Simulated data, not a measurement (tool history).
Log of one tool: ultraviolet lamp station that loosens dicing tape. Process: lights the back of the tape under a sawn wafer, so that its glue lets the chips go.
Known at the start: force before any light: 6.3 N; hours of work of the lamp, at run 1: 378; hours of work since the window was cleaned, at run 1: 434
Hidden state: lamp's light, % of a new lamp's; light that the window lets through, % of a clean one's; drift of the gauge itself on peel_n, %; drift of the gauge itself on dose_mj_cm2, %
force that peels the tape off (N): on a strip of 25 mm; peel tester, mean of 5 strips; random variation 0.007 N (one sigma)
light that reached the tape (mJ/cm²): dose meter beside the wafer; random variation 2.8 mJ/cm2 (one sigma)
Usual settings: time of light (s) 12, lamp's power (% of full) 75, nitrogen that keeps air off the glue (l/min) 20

run	hour	time of light (s)	lamp's power (% of full)	nitrogen that keeps air off the glue (l/min)	hours of work of the lamp	hours of work since the window was cleaned	force that peels the tape off (N)	light that reached the tape (mJ/cm²)
1	0	12	75	20	378	434	0.43	316
2	40.1	12	75	20	409	466	0.429	309
3	87.3	12	75	10	447	503	0.7	303
4	153.4	12	75	20	499	556	0.488	296
5	190.4	12	75	20	528	585	0.512	292
6	234.7	10	75	20	563	620	0.781	240
7	306.6	10	75	20	620	677	0.803	232
# hour 339.7: window cleaned of glue's vapour
8	346.9	10	75	20	652	6	0.624	262
9	418.8	10	95	20	708	63	0.398	320
10	461.4	10	95	20	742	96	0.409	318
11	498.2	10	95	20	771	125	0.426	309
12	560.6	10	95	20	821	175	0.454	308
13	610.1	12	75	10	860	214	0.837	282
14	671.9	12	75	20	909	263	0.563	273
15	720.1	12	75	20	947	301	0.598	268
16	773.8	12	75	20	989	343	0.656	261
17	828.5	12	75	12	1033	387	0.876	255
# hour 867.8: lamp changed
18	902.7	12	75	12	28	445	0.464	340
19	934.4	12	75	20	53	470	0.335	342
20	968	12	75	20	79	496	0.35	335
21	1017.4	12	75	20	118	535	0.385	333
22	1085.8	21	68	18	172	589	0.12	509
23	1156.3	6	81	22	228	645	1.405	172
# hour 1224.4: window cleaned of glue's vapour
24	1224.7	12	69	9	282	0	0.64	326
25	1290.1	17	71	7	334	52	0.32	459
26	1356.7	20	75	20	386	105	0.085	554
27	1405.7	14	87	20	425	143	0.175	441
28	1462.9	23	96	21	471	189	0.052	777
29	1501.9	23	96	21	501	220	0.066	770
30	1540	23	96	21	532	250	0.056	758
31	1575.1	8	74	23	559	277	1.027	201
32	1621.7	8	76	12	596	314	1.323	202
33	1673	8	71	7	637	355	1.868	183
34	1711.1	8	71	8	667	385	1.774	178
35	1763.3	18	71	8	708	426	0.417	399
36	1822	18	71	8	755	473	0.46	390
37	1889.4	18	71	8	808	526	0.489	381
38	1955.3	14	65	8	860	578	1.083	265
39	2014.4	14	75	7	907	625	0.884	293
40	2054.2	8	61	7	938	657	2.55	132
# hour 2107.1: window cleaned of glue's vapour
41	2116.2	16	63	7	987	7	0.81	316
42	2176.4	11	75	12	1035	55	0.892	254

Some steps in force that peels the tape off (N) between neighbouring runs. How much of each would the tool show without its hidden state too (settings, what came in, random variation), and how much is left for the hidden state, with any gauge scatter that isn't in both results?
Run 17 -> 18: lamp changed. force that peels the tape off (N) -0.412: hidden state -0.42, all else +0.008.
Run 34 -> 35: time of light (s) 8 -> 18. force that peels the tape off (N) -1.357: hidden state -0.364, all else -0.993.
Run 39 -> 40: time of light (s) 14 -> 8, lamp's power (% of full) 75 -> 61. force that peels the tape off (N) +1.666: hidden state +0.45, all else +1.216.
Run 40 -> 41: time of light (s) 8 -> 16, lamp's power (% of full) 61 -> 63, window cleaned of glue's vapour. force that peels the tape off (N) -1.74: hidden state -0.584, all else -1.156.
